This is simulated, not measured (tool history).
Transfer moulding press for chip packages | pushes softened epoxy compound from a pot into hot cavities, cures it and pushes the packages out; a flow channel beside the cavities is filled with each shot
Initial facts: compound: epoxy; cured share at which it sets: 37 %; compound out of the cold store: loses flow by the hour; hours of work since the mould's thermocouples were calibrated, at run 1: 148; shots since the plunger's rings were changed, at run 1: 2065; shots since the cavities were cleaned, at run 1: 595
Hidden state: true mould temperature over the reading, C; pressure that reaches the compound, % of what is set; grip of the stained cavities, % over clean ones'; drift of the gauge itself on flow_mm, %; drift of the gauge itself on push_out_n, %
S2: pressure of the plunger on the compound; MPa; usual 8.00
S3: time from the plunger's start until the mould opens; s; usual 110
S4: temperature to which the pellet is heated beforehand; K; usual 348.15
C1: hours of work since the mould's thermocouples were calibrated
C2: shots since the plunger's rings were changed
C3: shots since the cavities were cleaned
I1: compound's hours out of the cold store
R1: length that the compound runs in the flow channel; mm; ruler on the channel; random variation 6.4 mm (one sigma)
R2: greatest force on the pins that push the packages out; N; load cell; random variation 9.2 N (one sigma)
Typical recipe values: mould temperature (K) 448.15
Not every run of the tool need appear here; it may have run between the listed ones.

run 1 hour=0.0 | mould_temperature_(K)=448.15 S2=8.00 S3=110 S4=348.15 | C1=148 C2=2065 C3=595 | I1=21.5 | R1=726 R2=422
run 2 hour=33.7 | mould_temperature_(K)=442.15 S2=8.00 S3=110 S4=348.15 | C1=171 C2=2425 C3=955 | I1=43.8 | R1=681 R2=629
-- hour=38.8 cavities cleaned with cleaning compound and waxed
run 3 hour=54.8 | mould_temperature_(K)=448.15 S2=8.00 S3=110 S4=348.15 | C1=185 C2=2636 C3=171 | I1=17.7 | R1=732 R2=418
run 4 hour=80.7 | mould_temperature_(K)=448.15 S2=8.00 S3=110 S4=348.15 | C1=203 C2=2913 C3=448 | I1=8.1 | R1=750 R2=441
run 5 hour=111.8 | mould_temperature_(K)=448.15 S2=8.00 S3=110 S4=348.15 | C1=224 C2=3246 C3=781 | I1=12.8 | R1=746 R2=448
-- hour=132.7 cavities cleaned with cleaning compound and waxed
run 6 hour=143.9 | mould_temperature_(K)=448.15 S2=8.00 S3=110 S4=348.15 | C1=245 C2=3574 C3=120 | I1=23.5 | R1=724 R2=431
-- hour=164.3 plunger's sealing rings changed
run 7 hour=177.0 | mould_temperature_(K)=448.15 S2=8.00 S3=110 S4=348.15 | C1=266 C2=135 C3=448 | I1=25.7 | R1=708 R2=429
run 8 hour=214.7 | mould_temperature_(K)=448.15 S2=8.00 S3=110 S4=348.15 | C1=292 C2=539 C3=852 | I1=43.5 | R1=681 R2=415
-- hour=228.7 cavities cleaned with cleaning compound and waxed
run 9 hour=248.9 | mould_temperature_(K)=448.15 S2=8.00 S3=110 S4=348.15 | C1=314 C2=890 C3=217 | I1=29.8 | R1=708 R2=429
run 10 hour=291.9 | mould_temperature_(K)=448.15 S2=8.00 S3=110 S4=348.15 | C1=344 C2=1350 C3=677 | I1=8.0 | R1=766 R2=449
-- hour=322.0 cavities cleaned with cleaning compound and waxed
run 11 hour=325.7 | mould_temperature_(K)=448.15 S2=8.00 S3=110 S4=348.15 | C1=366 C2=1696 C3=39 | I1=10.8 | R1=749 R2=417
run 12 hour=351.7 | mould_temperature_(K)=448.15 S2=8.00 S3=110 S4=348.15 | C1=384 C2=1975 C3=318 | I1=20.9 | R1=729 R2=428
run 13 hour=394.5 | mould_temperature_(K)=448.15 S2=8.00 S3=110 S4=348.15 | C1=413 C2=2434 C3=777 | I1=16.6 | R1=744 R2=423
-- hour=416.8 cavities cleaned with cleaning compound and waxed
run 14 hour=420.4 | mould_temperature_(K)=448.15 S2=8.00 S3=110 S4=348.15 | C1=430 C2=2696 C3=39 | I1=40.3 | R1=691 R2=404
run 15 hour=448.4 | mould_temperature_(K)=443.15 S2=8.00 S3=110 S4=356.15 | C1=450 C2=2996 C3=339 | I1=8.8 | R1=776 R2=646
run 16 hour=472.4 | mould_temperature_(K)=448.15 S2=9.75 S3=110 S4=351.15 | C1=466 C2=3253 C3=596 | I1=21.1 | R1=799 R2=430
run 17 hour=507.4 | mould_temperature_(K)=448.15 S2=9.19 S3=124 S4=348.15 | C1=490 C2=3628 C3=971 | I1=19.9 | R1=789 R2=356
-- hour=511.8 cavities cleaned with cleaning compound and waxed
-- hour=524.8 plunger's sealing rings changed
run 18 hour=533.0 | mould_temperature_(K)=448.15 S2=9.19 S3=124 S4=348.15 | C1=505 C2=87 C3=200 | I1=10.5 | R1=804 R2=369
run 19 hour=561.8 | mould_temperature_(K)=448.15 S2=9.19 S3=124 S4=348.15 | C1=525 C2=396 C3=509 | I1=33.0 | R1=753 R2=347
run 20 hour=596.8 | mould_temperature_(K)=448.15 S2=6.51 S3=136 S4=340.15 | C1=549 C2=771 C3=884 | I1=20.4 | R1=662 R2=319
-- hour=607.4 cavities cleaned with cleaning compound and waxed
-- hour=639.6 mould's thermocouples calibrated
run 21 hour=641.7 | mould_temperature_(K)=448.15 S2=6.51 S3=136 S4=340.15 | C1=1 C2=1214 C3=345 | I1=23.7 | R1=644 R2=320
run 22 hour=688.0 | mould_temperature_(K)=454.15 S2=8.84 S3=129 S4=348.15 | C1=33 C2=1711 C3=842 | I1=38.8 | R1=711 R2=307
-- hour=705.7 cavities cleaned with cleaning compound and waxed
run 23 hour=732.1 | mould_temperature_(K)=442.15 S2=9.84 S3=139 S4=348.15 | C1=63 C2=2168 C3=283 | I1=25.1 | R1=813 R2=392
run 24 hour=774.6 | mould_temperature_(K)=442.15 S2=9.84 S3=139 S4=348.15 | C1=92 C2=2623 C3=738 | I1=12.0 | R1=856 R2=415
-- hour=801.9 cavities cleaned with cleaning compound and waxed
run 25 hour=823.4 | mould_temperature_(K)=442.15 S2=9.84 S3=139 S4=348.15 | C1=124 C2=3130 C3=230 | I1=13.8 | R1=840 R2=414
run 26 hour=863.5 | mould_temperature_(K)=442.15 S2=9.84 S3=139 S4=348.15 | C1=152 C2=3560 C3=660 | I1=41.5 | R1=776 R2=400
-- hour=885.7 plunger's sealing rings changed
-- hour=899.2 cavities cleaned with cleaning compound and waxed
run 27 hour=912.7 | mould_temperature_(K)=454.15 S2=9.69 S3=137 S4=339.15 | C1=183 C2=274 C3=145 | I1=47.6 | R1=722 R2=275

Consider 5 possible next runs. They are alternatives, not a sequence: every one starts from the tool as it was left by run 27. What does each give?
run A hour=934.8 | mould_temperature_(K)=448.15 S2=8.41 S3=111 S4=348.15 | C1=198 C2=510 C3=381 | I1=22.6 | R1=? R2=?
run B hour=934.8 | mould_temperature_(K)=450.15 S2=6.26 S3=111 S4=339.15 | C1=198 C2=510 C3=381 | I1=25.1 | R1=? R2=?
run C hour=934.8 | mould_temperature_(K)=448.15 S2=8.00 S3=110 S4=354.15 | C1=198 C2=510 C3=381 | I1=8.0 | R1=? R2=?
run D hour=934.8 | mould_temperature_(K)=442.15 S2=6.64 S3=110 S4=348.15 | C1=198 C2=510 C3=381 | I1=43.7 | R1=? R2=?
run E hour=934.8 | mould_temperature_(K)=444.15 S2=7.50 S3=103 S4=348.15 | C1=198 C2=510 C3=381 | I1=28.8 | R1=? R2=?

run=A R1=743 R2=425
run=B R1=639 R2=378
run=C R1=744 R2=432
run=D R1=635 R2=633
run=E R1=692 R2=672
Stripped of hidden state, with their random variation kept, the same runs would have yielded:
run=A R1=743 R2=422
run=B R1=639 R2=376
run=C R1=744 R2=429
run=D R1=635 R2=628
run=E R1=693 R2=668
